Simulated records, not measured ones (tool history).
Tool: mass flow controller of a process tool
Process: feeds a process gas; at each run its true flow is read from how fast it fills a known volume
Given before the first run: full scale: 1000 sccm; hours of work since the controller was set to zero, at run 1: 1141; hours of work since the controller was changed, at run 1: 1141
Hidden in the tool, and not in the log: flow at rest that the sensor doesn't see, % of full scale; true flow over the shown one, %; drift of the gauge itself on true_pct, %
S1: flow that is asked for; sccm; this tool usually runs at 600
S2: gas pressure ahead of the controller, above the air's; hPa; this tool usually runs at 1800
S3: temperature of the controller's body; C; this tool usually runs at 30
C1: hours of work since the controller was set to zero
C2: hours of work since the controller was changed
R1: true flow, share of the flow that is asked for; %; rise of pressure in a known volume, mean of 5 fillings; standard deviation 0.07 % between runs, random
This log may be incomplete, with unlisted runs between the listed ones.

{"run": 1, "hour": 0.0, "S1": 600, "S2": 1800, "S3": 30, "C1": 1141, "C2": 1141, "R1": 99.67}
{"run": 2, "hour": 109.3, "S1": 600, "S2": 1800, "S3": 30, "C1": 1208, "C2": 1208, "R1": 99.62}
{"run": 3, "hour": 206.6, "S1": 600, "S2": 1800, "S3": 30, "C1": 1268, "C2": 1268, "R1": 99.85}
{"run": 4, "hour": 296.8, "S1": 600, "S2": 1800, "S3": 30, "C1": 1324, "C2": 1324, "R1": 99.82}
{"run": 5, "hour": 355.2, "S1": 600, "S2": 1800, "S3": 30, "C1": 1360, "C2": 1360, "R1": 99.71}
{"run": 6, "hour": 419.6, "S1": 450, "S2": 1800, "S3": 30, "C1": 1400, "C2": 1400, "R1": 99.84}
{"run": 7, "hour": 489.0, "S1": 600, "S2": 1800, "S3": 32, "C1": 1443, "C2": 1443, "R1": 99.59}
{"run": 8, "hour": 614.8, "S1": 600, "S2": 1800, "S3": 30, "C1": 1521, "C2": 1521, "R1": 99.78}
{"run": 9, "hour": 725.1, "S1": 600, "S2": 1800, "S3": 30, "C1": 1589, "C2": 1589, "R1": 100.1}
{"run": 10, "hour": 791.0, "S1": 600, "S2": 1700, "S3": 30, "C1": 1630, "C2": 1630, "R1": 100.06}
{"run": 11, "hour": 896.3, "S1": 132, "S2": 1990, "S3": 30, "C1": 1695, "C2": 1695, "R1": 101.21}
{"run": 12, "hour": 1023.4, "S1": 112, "S2": 1990, "S3": 33, "C1": 1774, "C2": 1774, "R1": 101.48}
{"run": 13, "hour": 1094.2, "S1": 663, "S2": 1800, "S3": 25, "C1": 1818, "C2": 1818, "R1": 100.73}
{"run": 14, "hour": 1226.7, "S1": 177, "S2": 1410, "S3": 28, "C1": 1899, "C2": 1899, "R1": 101.38}
{"run": 15, "hour": 1285.9, "S1": 177, "S2": 1410, "S3": 28, "C1": 1936, "C2": 1936, "R1": 101.38}
{"run": 16, "hour": 1363.4, "S1": 112, "S2": 2060, "S3": 28, "C1": 1984, "C2": 1984, "R1": 102.35}
{"run": 17, "hour": 1481.4, "S1": 600, "S2": 1710, "S3": 24, "C1": 2057, "C2": 2057, "R1": 100.88}
{"run": 18, "hour": 1583.7, "S1": 382, "S2": 1800, "S3": 25, "C1": 2120, "C2": 2120, "R1": 100.79}
{"run": 19, "hour": 1644.6, "S1": 610, "S2": 2280, "S3": 30, "C1": 2158, "C2": 2158, "R1": 100.07}

Table of differences, measured result less the result of that run with no hidden state. Run-to-run variation is the same in both. Gauge scatter possibly is not:
run=1 R1=+0.64
run=2 R1=+0.69
run=3 R1=+0.72
run=4 R1=+0.76
run=5 R1=+0.78
run=6 R1=+0.96
run=7 R1=+0.84
run=8 R1=+0.89
run=9 R1=+0.93
run=10 R1=+0.96
run=11 R1=+2.88
run=12 R1=+3.47
run=13 R1=+1.02
run=14 R1=+2.53
run=15 R1=+2.58
run=16 R1=+3.84
run=17 R1=+1.23
run=18 R1=+1.64
run=19 R1=+1.29

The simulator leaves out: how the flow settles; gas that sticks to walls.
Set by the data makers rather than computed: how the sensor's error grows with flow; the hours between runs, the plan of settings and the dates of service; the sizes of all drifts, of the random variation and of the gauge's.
